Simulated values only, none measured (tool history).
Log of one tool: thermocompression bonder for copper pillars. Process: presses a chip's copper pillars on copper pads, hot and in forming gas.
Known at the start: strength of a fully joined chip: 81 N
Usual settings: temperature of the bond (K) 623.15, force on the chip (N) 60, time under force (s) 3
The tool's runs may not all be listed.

| run | hour | temperature of the bond (K) | force on the chip (N) | time under force (s) | force that shears a chip off (N) |
|---|---|---|---|---|---|
| 1 | 0 | 623.15 | 60 | 3 | 39.5 |
| 2 | 10 | 623.15 | 60 | 6 | 49.2 |
| 3 | 18.5 | 623.15 | 60 | 6 | 49.4 |
| 4 | 29.3 | 623.15 | 60 | 6 | 49.3 |
| 5 | 36.3 | 623.15 | 60 | 3 | 39.5 |
| 6 | 44.3 | 623.15 | 60 | 3 | 38.9 |
| 7 | 52.6 | 623.15 | 60 | 3 | 39.2 |
| 8 | 62 | 623.15 | 60 | 3 | 39.5 |
| 9 | 68.9 | 623.15 | 60 | 3 | 39.1 |
| 10 | 77 | 623.15 | 60 | 3 | 39.1 |
| 11 | 87.2 | 623.15 | 56 | 3 | 37.1 |
| 12 | 94.5 | 623.15 | 56 | 3 | 37.3 |
| 13 | 104.4 | 623.15 | 56 | 3 | 36.9 |
| 14 | 108.8 | 623.15 | 56 | 8 | 50.6 |
| 15 | 116.6 | 623.15 | 60 | 2 | 33.5 |
| 16 | 125.3 | 623.15 | 48 | 2 | 27.9 |
| 17 | 132.9 | 623.15 | 58 | 2 | 32.3 |
| 18 | 141.5 | 623.15 | 58 | 2 | 32.5 |
| 19 | 150.3 | 594.15 | 63 | 2 | 24.6 |
| 20 | 159.4 | 650.15 | 40 | 3 | 37 |
| 21 | 168.2 | 650.15 | 40 | 3 | 36.3 |
|  | 171.1 | heater calibrated with a thermocouple chip |
| 22 | 175.6 | 643.15 | 38 | 4 | 36.7 |
| 23 | 183.5 | 623.15 | 51 | 3 | 34.3 |
| 24 | 193.7 | 623.15 | 51 | 3 | 34 |
| 25 | 203.6 | 596.15 | 55 | 3 | 26.1 |
|  | 213.7 | heater calibrated with a thermocouple chip, once more |
| 26 | 213.7 | 608.15 | 85 | 2 | 37.2 |
|  | 220 | forming gas filter changed |
| 27 | 223.4 | 635.15 | 83 | 2 | 49.6 |
| 28 | 231.7 | 606.15 | 56 | 2 | 26.3 |
| 29 | 237 | 648.15 | 39 | 8 | 49.9 |
| 30 | 244.1 | 629.15 | 70 | 3 | 47.2 |
| 31 | 254.8 | 597.15 | 44 | 2 | 18.5 |
| 32 | 261 | 634.15 | 50 | 2 | 32.7 |
| 33 | 268.9 | 634.15 | 75 | 3 | 50.6 |
| 34 | 279.3 | 596.15 | 40 | 7 | 28.5 |
| 35 | 289.7 | 603.15 | 62 | 5 | 39.2 |
| 36 | 297.1 | 603.15 | 62 | 5 | 38.6 |

Forecast each of these 4 alternatives for the next run:
| A | 303.3 | 622.15 | 46 | 4 | ? |
| B | 303.3 | 615.15 | 38 | 4 | ? |
| C | 303.3 | 626.15 | 77 | 5 | ? |
| D | 303.3 | 624.15 | 62 | 3 | ? |

| run | force that shears a chip off (N) |
|---|---|
| A | 35 |
| B | 27.3 |
| C | 55.7 |
| D | 41 |
Without the tool's hidden state the same runs would have given:
| run | force that shears a chip off (N) |
|---|---|
| A | 35.4 |
| B | 27.6 |
| C | 56.3 |
| D | 41.4 |

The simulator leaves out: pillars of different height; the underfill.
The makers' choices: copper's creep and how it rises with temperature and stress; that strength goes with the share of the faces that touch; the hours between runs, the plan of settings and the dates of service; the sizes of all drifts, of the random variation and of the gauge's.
